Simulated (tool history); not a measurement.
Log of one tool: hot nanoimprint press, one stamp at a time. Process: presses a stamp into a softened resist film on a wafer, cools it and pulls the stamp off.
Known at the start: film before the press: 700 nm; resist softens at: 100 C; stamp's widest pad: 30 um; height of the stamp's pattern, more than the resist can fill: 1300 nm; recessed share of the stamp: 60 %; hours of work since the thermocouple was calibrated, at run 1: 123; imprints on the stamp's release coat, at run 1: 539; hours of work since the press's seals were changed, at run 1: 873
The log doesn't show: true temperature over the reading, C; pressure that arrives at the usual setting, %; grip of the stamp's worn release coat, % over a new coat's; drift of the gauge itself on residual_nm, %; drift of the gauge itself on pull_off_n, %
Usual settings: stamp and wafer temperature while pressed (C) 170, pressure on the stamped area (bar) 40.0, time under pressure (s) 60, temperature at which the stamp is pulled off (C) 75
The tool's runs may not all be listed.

run   hour  stamp and wafer temperature while pressed (C)  pressure on the stamped area (bar)  time under pressure (s)  temperature at which the stamp is pulled off (C)  hours of work since the thermocouple was calibrated  imprints on the stamp's release coat  hours of work since the press's seals were changed  resist left under the stamp's widest pad (Å)  greatest force while the stamp is pulled off (N)
  1    0.0                                            170                                40.0                       60                                                75                                                  123                                   539                                                 873                                          2818                                               118
  2   39.1                                            170                                40.0                       60                                                75                                                  152                                   634                                                 903                                          2812                                               119
  3   57.8                                            170                                40.0                       60                                                75                                                  166                                   680                                                 917                                          2813                                               119
  4   80.9                                            170                                40.0                       60                                                75                                                  184                                   737                                                 934                                          2810                                               119
  5  119.8                                            170                                40.0                       60                                                75                                                  213                                   832                                                 964                                          2825                                               118
  6  149.0                                            170                                40.0                       60                                                75                                                  236                                   904                                                 986                                          2815                                               120
     175.8  -- press's hydraulic seals changed and the load cell set to zero
  7  175.8                                            170                                46.3                       60                                                75                                                  250                                   950                                                   0                                          2583                                               120
  8  205.7                                            170                                46.3                       60                                                75                                                  273                                  1023                                                  23                                          2573                                               121
  9  238.7                                            170                                46.3                       60                                                75                                                  298                                  1104                                                  48                                          2588                                               118
 10  274.0                                            170                                40.0                       60                                                75                                                  324                                  1190                                                  74                                          2799                                               118
 11  298.3                                            170                                40.0                       60                                                75                                                  343                                  1250                                                  93                                          2794                                               119
 12  321.5                                            170                                40.0                       60                                                75                                                  360                                  1307                                                 110                                          2778                                               119
     333.9  -- stamp cleaned and given a new release coat
 13  348.6                                            170                                40.0                       60                                                75                                                  376                                    36                                                 127                                          2776                                               118
 14  380.4                                            170                                40.0                       43                                                75                                                  400                                   113                                                 151                                          3118                                               117
 15  402.3                                            170                                40.0                       43                                                75                                                  417                                   167                                                 167                                          3132                                               117
 16  439.2                                            159                                40.0                       60                                                74                                                  445                                   258                                                 195                                          3749                                               120
 17  460.6                                            166                                48.8                       34                                                79                                                  461                                   310                                                 211                                          3395                                               105
 18  499.9                                            165                                48.8                       34                                                79                                                  491                                   406                                                 241                                          3483                                               107
 19  537.5                                            165                                48.8                       34                                                79                                                  520                                   499                                                 270                                          3496                                               104
 20  567.4                                            165                                48.8                       34                                                79                                                  542                                   572                                                 292                                          3475                                               105
     599.2  -- plate thermocouple calibrated
 21  599.2                                            170                                35.7                       37                                                82                                                    0                                   642                                                 314                                          3475                                                97
 22  619.3                                            165                                52.5                       63                                                75                                                   15                                   692                                                 330                                          2700                                               118
 23  647.0                                            165                                52.5                       89                                                82                                                   36                                   760                                                 351                                          2374                                                98
 24  669.9                                            172                                54.0                       41                                                61                                                   54                                   816                                                 368                                          2540                                               164
 25  701.0                                            170                                37.2                       60                                                75                                                   77                                   892                                                 392                                          2911                                               117
 26  725.2                                            170                                40.0                       85                                                75                                                   96                                   951                                                 410                                          2417                                               117
 27  760.5                                            170                                40.0                       85                                                75                                                  122                                  1038                                                 437                                          2455                                               119
 28  786.4                                            170                                61.8                       60                                                75                                                  142                                  1101                                                 456                                          2187                                               119
 29  820.5                                            168                                48.3                       51                                                75                                                  168                                  1185                                                 482                                          2766                                               119

Forecast each of these 4 alternatives for the next run:
  A  852.4                                            170                                40.0                       60                                                80                                                  192                                  1263                                                 506                                             ?                                                 ?
  B  852.4                                            169                                40.0                       60                                                65                                                  192                                  1263                                                 506                                             ?                                                 ?
  C  852.4                                            168                                41.7                       30                                                71                                                  192                                  1263                                                 506                                             ?                                                 ?
  D  852.4                                            170                                40.0                       43                                                75                                                  192                                  1263                                                 506                                             ?                                                 ?

run  resist left under the stamp's widest pad (Å)  greatest force while the stamp is pulled off (N)
  A                                          2739                                               105
  B                                          2832                                               146
  C                                          3633                                               132
  D                                          3090                                               119
Without the tool's hidden state the same runs would have given:
run  resist left under the stamp's widest pad (Å)  greatest force while the stamp is pulled off (N)
  A                                          2795                                               104
  B                                          2890                                               146
  C                                          3707                                               131
  D                                          3153                                               119
